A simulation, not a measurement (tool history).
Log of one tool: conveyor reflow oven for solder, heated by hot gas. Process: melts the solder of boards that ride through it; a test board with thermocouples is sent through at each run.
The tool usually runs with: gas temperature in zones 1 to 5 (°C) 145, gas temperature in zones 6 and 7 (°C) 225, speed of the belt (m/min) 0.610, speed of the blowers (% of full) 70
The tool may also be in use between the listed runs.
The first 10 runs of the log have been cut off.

| run | day | gas temperature in zones 1 to 5 (°C) | gas temperature in zones 6 and 7 (°C) | speed of the belt (m/min) | speed of the blowers (% of full) | highest temperature of the board (°C) | time above the solder's melting point (s) |
|---|---|---|---|---|---|---|---|
| 11 | 11.800 | 145 | 225 | 0.664 | 70 | 208.7 | 44.3 |
|  | 12.292 | belt drive overhauled, speed set with a stopwatch |
| 12 | 13.062 | 145 | 225 | 0.664 | 70 | 209.3 | 44.0 |
| 13 | 14.058 | 145 | 225 | 0.664 | 70 | 209.0 | 43.3 |
| 14 | 15.800 | 145 | 225 | 0.664 | 70 | 208.3 | 44.3 |
|  | 16.221 | belt drive overhauled, speed set with a stopwatch, once more |
| 15 | 17.421 | 145 | 225 | 0.664 | 70 | 208.2 | 42.6 |
| 16 | 18.412 | 145 | 225 | 0.610 | 59 | 207.6 | 46.1 |
| 17 | 20.196 | 145 | 225 | 0.610 | 59 | 208.2 | 46.1 |
| 18 | 20.938 | 145 | 214 | 0.545 | 84 | 204.5 | 52.3 |
| 19 | 22.238 | 144 | 217 | 0.726 | 50 | 191.9 | 19.2 |
| 20 | 24.050 | 147 | 218 | 0.541 | 50 | 203.1 | 48.5 |
| 21 | 25.200 | 141 | 225 | 0.608 | 64 | 207.9 | 44.9 |
| 22 | 26.800 | 145 | 229 | 0.572 | 54 | 211.4 | 52.6 |
| 23 | 28.275 | 146 | 229 | 0.572 | 50 | 210.1 | 51.4 |
| 24 | 30.067 | 145 | 225 | 0.547 | 70 | 212.0 | 57.0 |
| 25 | 31.433 | 145 | 225 | 0.547 | 70 | 211.2 | 56.9 |
| 26 | 33.042 | 145 | 225 | 0.547 | 70 | 212.0 | 56.6 |
| 27 | 34.138 | 145 | 225 | 0.547 | 70 | 211.8 | 56.8 |
|  | 35.050 | flux residue cleaned out of gas plates and filters |
| 28 | 35.212 | 145 | 225 | 0.547 | 70 | 213.1 | 58.5 |
| 29 | 36.246 | 145 | 225 | 0.547 | 70 | 213.0 | 58.5 |
| 30 | 37.125 | 147 | 217 | 0.643 | 64 | 200.8 | 38.1 |

Branching from run 30: 4 alternative next runs. What would each branch give?
| A | 38.354 | 145 | 213 | 0.635 | 51 | ? | ? |
| B | 38.354 | 147 | 217 | 0.643 | 52 | ? | ? |
| C | 38.354 | 134 | 213 | 0.497 | 64 | ? | ? |
| D | 38.354 | 145 | 217 | 0.700 | 64 | ? | ? |

| run | highest temperature of the board (°C) | time above the solder's melting point (s) |
|---|---|---|
| A | 195.3 | 28.5 |
| B | 198.4 | 33.5 |
| C | 202.1 | 47.9 |
| D | 198.7 | 30.2 |
Without the tool's hidden state the same runs would have given:
| run | highest temperature of the board (°C) | time above the solder's melting point (s) |
|---|---|---|
| A | 196.8 | 30.7 |
| B | 199.9 | 35.4 |
| C | 203.7 | 50.0 |
| D | 200.3 | 32.0 |
